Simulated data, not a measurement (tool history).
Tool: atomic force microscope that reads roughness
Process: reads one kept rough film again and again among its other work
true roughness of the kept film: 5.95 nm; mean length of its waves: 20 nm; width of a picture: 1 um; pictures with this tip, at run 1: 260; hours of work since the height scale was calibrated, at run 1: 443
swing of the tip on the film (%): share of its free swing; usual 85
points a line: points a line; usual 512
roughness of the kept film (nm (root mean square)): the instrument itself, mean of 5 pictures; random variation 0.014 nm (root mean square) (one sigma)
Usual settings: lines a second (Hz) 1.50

run    hour  lines a second (Hz)  swing of the tip on the film (%)  points a line  pictures with this tip  hours of work since the height scale was calibrated  roughness of the kept film (nm (root mean square))
  1     0.0                 1.50                                85            512                     260                                                  443                                               2.090
  2    63.1                 1.50                                85            512                     352                                                  488                                               1.806
       75.6  -- new tip fitted
  3   111.8                 1.50                                85            438                      52                                                  522                                               2.784
  4   180.1                 1.50                                85            438                     152                                                  571                                               2.248
  5   233.6                 1.50                                85            438                     230                                                  609                                               1.960
  6   265.7                 1.50                                85            438                     276                                                  632                                               1.825
      328.4  -- new tip fitted
  7   329.5                 1.50                                85            438                       1                                                  677                                               3.239
  8   387.8                 1.50                                85            512                      86                                                  719                                               2.640
  9   438.1                 0.52                                85            512                     159                                                  755                                               2.519
 10   474.5                 0.52                                85            512                     212                                                  781                                               2.275
 11   513.6                 0.52                                85            512                     269                                                  809                                               2.083
 12   568.6                 1.50                                85            512                     349                                                  848                                               1.691
      582.2  -- new tip fitted
 13   598.7                 1.50                                85            512                      24                                                  869                                               2.987
 14   647.1                 1.11                                79            600                      95                                                  904                                               2.679
 15   695.5                 1.72                                82            926                     165                                                  938                                               2.222
 16   734.7                 0.80                                89            512                     222                                                  966                                               2.066
 17   802.5                 1.47                                85            434                     321                                                 1014                                               1.699
      837.6  -- new tip fitted
 18   849.8                 3.55                                71            434                      18                                                 1048                                               3.050
 19   888.3                 0.68                                85            528                      74                                                 1075                                               2.911
 20   917.9                 1.50                                59            512                     117                                                 1096                                               2.738
 21   965.2                 1.10                                65            536                     186                                                 1130                                               2.406
 22  1026.7                 1.10                                65            536                     275                                                 1174                                               2.061
     1092.8  -- new tip fitted
 23  1095.1                 1.10                                65            536                       3                                                 1223                                               3.506
     1110.7  -- height scale calibrated on a step standard
 24  1151.0                 1.63                                65            797                      83                                                   29                                               2.840
 25  1201.5                 2.28                                84            676                     157                                                   65                                               2.139
 26  1236.8                 2.28                                84            676                     208                                                   90                                               1.957

4 ways to go on from here, each from the tool as it stands after run 26. What would each give?
  A  1299.9                 0.77                                84            676                     300                                                  135                                                   ?
  B  1299.9                 0.95                                61            627                     300                                                  135                                                   ?
  C  1299.9                 1.50                                67            674                     300                                                  135                                                   ?
  D  1299.9                 1.10                                80            333                     300                                                  135                                                   ?

run  roughness of the kept film (nm (root mean square))
  A                                               1.918
  B                                               1.961
  C                                               1.913
  D                                               1.831
Without the tool's hidden state the same runs would have given:
run  roughness of the kept film (nm (root mean square))
  A                                               3.529
  B                                               3.615
  C                                               3.527
  D                                               3.377

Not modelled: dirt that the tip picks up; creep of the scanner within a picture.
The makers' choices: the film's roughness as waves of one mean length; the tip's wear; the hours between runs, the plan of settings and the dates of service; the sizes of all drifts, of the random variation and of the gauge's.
